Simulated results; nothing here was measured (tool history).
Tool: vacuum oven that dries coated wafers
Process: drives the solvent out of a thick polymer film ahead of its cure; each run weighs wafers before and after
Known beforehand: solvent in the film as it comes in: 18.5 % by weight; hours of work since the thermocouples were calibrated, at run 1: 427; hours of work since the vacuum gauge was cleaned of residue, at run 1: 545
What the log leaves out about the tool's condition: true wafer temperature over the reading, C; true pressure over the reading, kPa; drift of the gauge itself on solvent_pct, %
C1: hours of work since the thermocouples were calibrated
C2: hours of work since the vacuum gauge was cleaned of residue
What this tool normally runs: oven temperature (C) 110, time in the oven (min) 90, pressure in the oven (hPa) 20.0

Run 1, day 0.000: usual settings; C1 427; C2 545. Result: solvent left in the film (%) 2.39.
Run 2, day 0.454: usual settings; C1 432; C2 550. Result: solvent left in the film (%) 2.42.
Run 3, day 1.442: usual settings; C1 445; C2 562. Result: solvent left in the film (%) 2.42.
Run 4, day 2.454: usual settings but oven temperature (C) 97; C1 457; C2 575. Result: solvent left in the film (%) 4.73.
Run 5, day 3.446: usual settings but oven temperature (C) 97; C1 469; C2 587. Result: solvent left in the film (%) 4.74.
Run 6, day 3.967: usual settings but oven temperature (C) 97; C1 475; C2 593. Result: solvent left in the film (%) 4.71.
Run 7, day 4.725: usual settings but time in the oven (min) 129; C1 485; C2 603. Result: solvent left in the film (%) 1.49.
Run 8, day 5.229: usual settings; C1 491; C2 609. Result: solvent left in the film (%) 2.38.
Run 9, day 6.238: usual settings; C1 503; C2 621. Result: solvent left in the film (%) 2.40.
Run 10, day 6.921: usual settings; C1 512; C2 630. Result: solvent left in the film (%) 2.40.
Run 11, day 7.333: usual settings; C1 517; C2 635. Result: solvent left in the film (%) 2.39.
Run 12, day 8.279: usual settings; C1 528; C2 646. Result: solvent left in the film (%) 2.38.
Run 13, day 9.092: usual settings; C1 538; C2 656. Result: solvent left in the film (%) 2.38.
Run 14, day 9.571: usual settings; C1 544; C2 662. Result: solvent left in the film (%) 2.36.
Run 15, day 10.342: usual settings; C1 554; C2 671. Result: solvent left in the film (%) 2.38.
Run 16, day 11.275: usual settings; C1 565; C2 683. Result: solvent left in the film (%) 2.39.
Run 17, day 11.917: usual settings; C1 573; C2 691. Result: solvent left in the film (%) 2.40.
Run 18, day 12.908: usual settings but pressure in the oven (hPa) 30.5; C1 585; C2 703. Result: solvent left in the film (%) 2.82.
Run 19, day 13.600: usual settings but pressure in the oven (hPa) 30.5; C1 594; C2 711. Result: solvent left in the film (%) 2.80.
Run 20, day 14.304: usual settings; C1 602; C2 720. Result: solvent left in the film (%) 2.40.
Run 21, day 15.092: usual settings but oven temperature (C) 104; C1 612; C2 730. Result: solvent left in the film (%) 3.38.
Run 22, day 15.700: usual settings but oven temperature (C) 124; C1 619; C2 737. Result: solvent left in the film (%) 1.04.
Run 23, day 16.675: usual settings but oven temperature (C) 124; C1 631; C2 749. Result: solvent left in the film (%) 1.00.
Run 24, day 17.133: usual settings; C1 637; C2 755. Result: solvent left in the film (%) 2.41.
Run 25, day 17.662: usual settings; C1 643; C2 761. Result: solvent left in the film (%) 2.40.
Run 26, day 18.271: usual settings but oven temperature (C) 119; C1 651; C2 769. Result: solvent left in the film (%) 1.36.
Run 27, day 18.942: usual settings but oven temperature (C) 117, time in the oven (min) 89, pressure in the oven (hPa) 22.4; C1 659; C2 777. Result: solvent left in the film (%) 1.69.
Run 28, day 19.892: usual settings but oven temperature (C) 117, time in the oven (min) 89, pressure in the oven (hPa) 22.4; C1 671; C2 789. Result: solvent left in the film (%) 1.67.
Run 29, day 20.562: usual settings but oven temperature (C) 96, time in the oven (min) 121, pressure in the oven (hPa) 36.7; C1 679; C2 797. Result: solvent left in the film (%) 4.74.
Run 30, day 21.321: usual settings but oven temperature (C) 96, time in the oven (min) 121, pressure in the oven (hPa) 36.7; C1 688; C2 806. Result: solvent left in the film (%) 4.72.
Run 31, day 22.000: usual settings but oven temperature (C) 109, time in the oven (min) 123; C1 697; C2 814. Result: solvent left in the film (%) 1.71.
Run 32, day 22.683: usual settings but oven temperature (C) 104, time in the oven (min) 93, pressure in the oven (hPa) 32.1; C1 705; C2 823. Result: solvent left in the film (%) 3.81.
Run 33, day 23.412: usual settings but oven temperature (C) 104, time in the oven (min) 116, pressure in the oven (hPa) 20.6; C1 714; C2 832. Result: solvent left in the film (%) 2.49.
Run 34, day 24.325: usual settings but oven temperature (C) 124, pressure in the oven (hPa) 55.1; C1 725; C2 843. Result: solvent left in the film (%) 1.94.
Run 35, day 24.779: usual settings but oven temperature (C) 108, time in the oven (min) 80, pressure in the oven (hPa) 21.3; C1 731; C2 849. Result: solvent left in the film (%) 3.20.
Run 36, day 25.638: usual settings but oven temperature (C) 108, time in the oven (min) 80, pressure in the oven (hPa) 21.3; C1 741; C2 859. Result: solvent left in the film (%) 3.19.
Run 37, day 26.338: usual settings but oven temperature (C) 124, time in the oven (min) 47, pressure in the oven (hPa) 21.3; C1 750; C2 868. Result: solvent left in the film (%) 2.78.
Run 38, day 27.296: usual settings but pressure in the oven (hPa) 27.8; C1 761; C2 879. Result: solvent left in the film (%) 2.70.
Run 39, day 27.804: usual settings but oven temperature (C) 97, time in the oven (min) 53, pressure in the oven (hPa) 36.0; C1 768; C2 886. Result: solvent left in the film (%) 8.13.
Run 40, day 28.321: usual settings but time in the oven (min) 68, pressure in the oven (hPa) 30.5; C1 774; C2 892. Result: solvent left in the film (%) 3.85.
Run 41, day 29.167: usual settings but oven temperature (C) 111, time in the oven (min) 134, pressure in the oven (hPa) 64.9; C1 784; C2 902. Result: solvent left in the film (%) 3.22.
Run 42, day 29.683: usual settings but oven temperature (C) 100, pressure in the oven (hPa) 51.7; C1 791; C2 909. Result: solvent left in the film (%) 5.76.
Run 43, day 30.675: usual settings but oven temperature (C) 100, pressure in the oven (hPa) 51.7; C1 803; C2 921. Result: solvent left in the film (%) 5.76.
Run 44, day 31.208: usual settings but oven temperature (C) 109, time in the oven (min) 56, pressure in the oven (hPa) 11.0; C1 809; C2 927. Result: solvent left in the film (%) 4.21.
Run 45, day 31.946: usual settings but pressure in the oven (hPa) 51.3; C1 818; C2 936. Result: solvent left in the film (%) 3.67.
Run 46, day 32.975: usual settings but pressure in the oven (hPa) 15.4; C1 831; C2 949. Result: solvent left in the film (%) 2.20.
Run 47, day 33.450: usual settings but oven temperature (C) 124, time in the oven (min) 118, pressure in the oven (hPa) 57.1; C1 837; C2 955. Result: solvent left in the film (%) 1.77.

Measured minus without-hidden-state, run by run (identical run-to-run variation in each term; gauge scatter may differ):
run  solvent left in the film (%)
  1                         +0.04
  2                         +0.04
  3                         +0.03
  4                         +0.04
  5                         +0.04
  6                         +0.04
  7                         +0.07
  8                         +0.04
  9                         +0.04
 10                         +0.03
 11                         +0.04
 12                         +0.04
 13                         +0.04
 14                         +0.03
 15                         +0.04
 16                         +0.04
 17                         +0.03
 18                         +0.03
 19                         +0.03
 20                         +0.04
 21                         +0.04
 22                         +0.04
 23                         +0.05
 24                         +0.04
 25                         +0.05
 26                         +0.04
 27                         +0.04
 28                         +0.05
 29                         +0.06
 30                         +0.06
 31                         +0.08
 32                         +0.03
 33                         +0.07
 34                         +0.03
 35                         +0.03
 36                         +0.03
 37                         -0.01
 38                         +0.04
 39                         +0.00
 40                         +0.01
 41                         +0.05
 42                         +0.01
 43                         +0.02
 44                         -0.01
 45                         +0.03
 46                         +0.06
 47                         +0.05
